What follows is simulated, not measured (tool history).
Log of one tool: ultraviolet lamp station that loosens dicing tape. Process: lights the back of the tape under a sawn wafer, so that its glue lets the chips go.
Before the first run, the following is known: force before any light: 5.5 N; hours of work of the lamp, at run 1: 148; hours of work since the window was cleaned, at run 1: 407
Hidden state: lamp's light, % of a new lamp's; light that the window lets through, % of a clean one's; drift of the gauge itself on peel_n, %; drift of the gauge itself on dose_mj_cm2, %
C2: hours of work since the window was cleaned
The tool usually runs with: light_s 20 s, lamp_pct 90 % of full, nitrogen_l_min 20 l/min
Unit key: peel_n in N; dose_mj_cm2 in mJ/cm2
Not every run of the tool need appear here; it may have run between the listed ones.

run 1 hour=0.0 | light_s=20 lamp_pct=90 nitrogen_l_min=20 | hours_of_work_of_the_lamp=148 C2=407 | peel_n=0.579 dose_mj_cm2=269
-- hour=19.4 window cleaned of glue's vapour
run 2 hour=33.1 | light_s=20 lamp_pct=90 nitrogen_l_min=20 | hours_of_work_of_the_lamp=164 C2=7 | peel_n=0.459 dose_mj_cm2=309
run 3 hour=103.7 | light_s=20 lamp_pct=90 nitrogen_l_min=20 | hours_of_work_of_the_lamp=200 C2=42 | peel_n=0.471 dose_mj_cm2=302
run 4 hour=174.7 | light_s=20 lamp_pct=90 nitrogen_l_min=15 | hours_of_work_of_the_lamp=235 C2=78 | peel_n=0.585 dose_mj_cm2=296
run 5 hour=211.3 | light_s=20 lamp_pct=90 nitrogen_l_min=15 | hours_of_work_of_the_lamp=254 C2=96 | peel_n=0.628 dose_mj_cm2=294
run 6 hour=266.7 | light_s=32 lamp_pct=90 nitrogen_l_min=20 | hours_of_work_of_the_lamp=281 C2=124 | peel_n=0.244 dose_mj_cm2=461
run 7 hour=329.9 | light_s=32 lamp_pct=90 nitrogen_l_min=20 | hours_of_work_of_the_lamp=313 C2=156 | peel_n=0.267 dose_mj_cm2=452
run 8 hour=367.3 | light_s=32 lamp_pct=90 nitrogen_l_min=20 | hours_of_work_of_the_lamp=332 C2=174 | peel_n=0.254 dose_mj_cm2=451
run 9 hour=404.9 | light_s=29 lamp_pct=90 nitrogen_l_min=20 | hours_of_work_of_the_lamp=351 C2=193 | peel_n=0.307 dose_mj_cm2=400
run 10 hour=455.6 | light_s=29 lamp_pct=90 nitrogen_l_min=20 | hours_of_work_of_the_lamp=376 C2=219 | peel_n=0.295 dose_mj_cm2=395
run 11 hour=529.6 | light_s=29 lamp_pct=90 nitrogen_l_min=20 | hours_of_work_of_the_lamp=413 C2=256 | peel_n=0.314 dose_mj_cm2=385
run 12 hour=567.6 | light_s=20 lamp_pct=70 nitrogen_l_min=20 | hours_of_work_of_the_lamp=432 C2=275 | peel_n=0.928 dose_mj_cm2=201
run 13 hour=627.8 | light_s=20 lamp_pct=70 nitrogen_l_min=20 | hours_of_work_of_the_lamp=462 C2=305 | peel_n=0.996 dose_mj_cm2=203
run 14 hour=689.0 | light_s=20 lamp_pct=70 nitrogen_l_min=20 | hours_of_work_of_the_lamp=493 C2=336 | peel_n=0.984 dose_mj_cm2=199
run 15 hour=750.7 | light_s=20 lamp_pct=90 nitrogen_l_min=20 | hours_of_work_of_the_lamp=524 C2=367 | peel_n=0.683 dose_mj_cm2=249
run 16 hour=806.1 | light_s=20 lamp_pct=90 nitrogen_l_min=20 | hours_of_work_of_the_lamp=552 C2=395 | peel_n=0.702 dose_mj_cm2=241
-- hour=854.5 window cleaned of glue's vapour
run 17 hour=863.7 | light_s=20 lamp_pct=90 nitrogen_l_min=20 | hours_of_work_of_the_lamp=581 C2=5 | peel_n=0.574 dose_mj_cm2=272
run 18 hour=920.1 | light_s=20 lamp_pct=90 nitrogen_l_min=20 | hours_of_work_of_the_lamp=609 C2=33 | peel_n=0.575 dose_mj_cm2=272
run 19 hour=952.2 | light_s=20 lamp_pct=68 nitrogen_l_min=20 | hours_of_work_of_the_lamp=625 C2=49 | peel_n=0.940 dose_mj_cm2=202
run 20 hour=1025.9 | light_s=20 lamp_pct=68 nitrogen_l_min=20 | hours_of_work_of_the_lamp=662 C2=86 | peel_n=0.997 dose_mj_cm2=196
run 21 hour=1086.8 | light_s=23 lamp_pct=79 nitrogen_l_min=28 | hours_of_work_of_the_lamp=692 C2=117 | peel_n=0.530 dose_mj_cm2=255
run 22 hour=1126.4 | light_s=18 lamp_pct=95 nitrogen_l_min=9 | hours_of_work_of_the_lamp=712 C2=136 | peel_n=1.131 dose_mj_cm2=240
run 23 hour=1165.1 | light_s=20 lamp_pct=74 nitrogen_l_min=20 | hours_of_work_of_the_lamp=732 C2=156 | peel_n=0.891 dose_mj_cm2=204
run 24 hour=1201.1 | light_s=20 lamp_pct=74 nitrogen_l_min=20 | hours_of_work_of_the_lamp=750 C2=174 | peel_n=0.903 dose_mj_cm2=200
run 25 hour=1242.8 | light_s=20 lamp_pct=90 nitrogen_l_min=27 | hours_of_work_of_the_lamp=771 C2=195 | peel_n=0.574 dose_mj_cm2=246
run 26 hour=1284.7 | light_s=13 lamp_pct=97 nitrogen_l_min=15 | hours_of_work_of_the_lamp=792 C2=216 | peel_n=1.366 dose_mj_cm2=168
run 27 hour=1323.9 | light_s=21 lamp_pct=72 nitrogen_l_min=8 | hours_of_work_of_the_lamp=811 C2=235 | peel_n=1.535 dose_mj_cm2=198
run 28 hour=1367.0 | light_s=37 lamp_pct=61 nitrogen_l_min=8 | hours_of_work_of_the_lamp=833 C2=257 | peel_n=0.914 dose_mj_cm2=293
run 29 hour=1431.7 | light_s=37 lamp_pct=61 nitrogen_l_min=8 | hours_of_work_of_the_lamp=865 C2=289 | peel_n=0.958 dose_mj_cm2=286
run 30 hour=1504.6 | light_s=37 lamp_pct=61 nitrogen_l_min=8 | hours_of_work_of_the_lamp=902 C2=326 | peel_n=0.961 dose_mj_cm2=277
run 31 hour=1536.0 | light_s=15 lamp_pct=85 nitrogen_l_min=30 | hours_of_work_of_the_lamp=918 C2=342 | peel_n=1.155 dose_mj_cm2=156
run 32 hour=1591.7 | light_s=14 lamp_pct=91 nitrogen_l_min=14 | hours_of_work_of_the_lamp=946 C2=370 | peel_n=1.684 dose_mj_cm2=155
run 33 hour=1652.7 | light_s=34 lamp_pct=86 nitrogen_l_min=20 | hours_of_work_of_the_lamp=976 C2=400 | peel_n=0.372 dose_mj_cm2=343
-- hour=1688.9 window cleaned of glue's vapour
run 34 hour=1715.8 | light_s=34 lamp_pct=75 nitrogen_l_min=13 | hours_of_work_of_the_lamp=1008 C2=13 | peel_n=0.516 dose_mj_cm2=342
run 35 hour=1785.7 | light_s=34 lamp_pct=75 nitrogen_l_min=13 | hours_of_work_of_the_lamp=1043 C2=49 | peel_n=0.535 dose_mj_cm2=329
run 36 hour=1850.6 | light_s=25 lamp_pct=85 nitrogen_l_min=7 | hours_of_work_of_the_lamp=1075 C2=81 | peel_n=1.139 dose_mj_cm2=266

Branching from run 36: 4 alternative next runs. What would each branch give?
run A hour=1925.3 | light_s=20 lamp_pct=90 nitrogen_l_min=18 | hours_of_work_of_the_lamp=1113 C2=119 | peel_n=? dose_mj_cm2=?
run B hour=1925.3 | light_s=14 lamp_pct=90 nitrogen_l_min=19 | hours_of_work_of_the_lamp=1113 C2=119 | peel_n=? dose_mj_cm2=?
run C hour=1925.3 | light_s=20 lamp_pct=63 nitrogen_l_min=21 | hours_of_work_of_the_lamp=1113 C2=119 | peel_n=? dose_mj_cm2=?
run D hour=1925.3 | light_s=32 lamp_pct=69 nitrogen_l_min=11 | hours_of_work_of_the_lamp=1113 C2=119 | peel_n=? dose_mj_cm2=?

run=A peel_n=0.834 dose_mj_cm2=222
run=B peel_n=1.395 dose_mj_cm2=153
run=C peel_n=1.336 dose_mj_cm2=158
run=D peel_n=0.833 dose_mj_cm2=277
Stripped of hidden state, with their random variation kept, the same runs would have yielded:
run=A peel_n=0.425 dose_mj_cm2=330
run=B peel_n=0.780 dose_mj_cm2=228
run=C peel_n=0.738 dose_mj_cm2=234
run=D peel_n=0.426 dose_mj_cm2=410
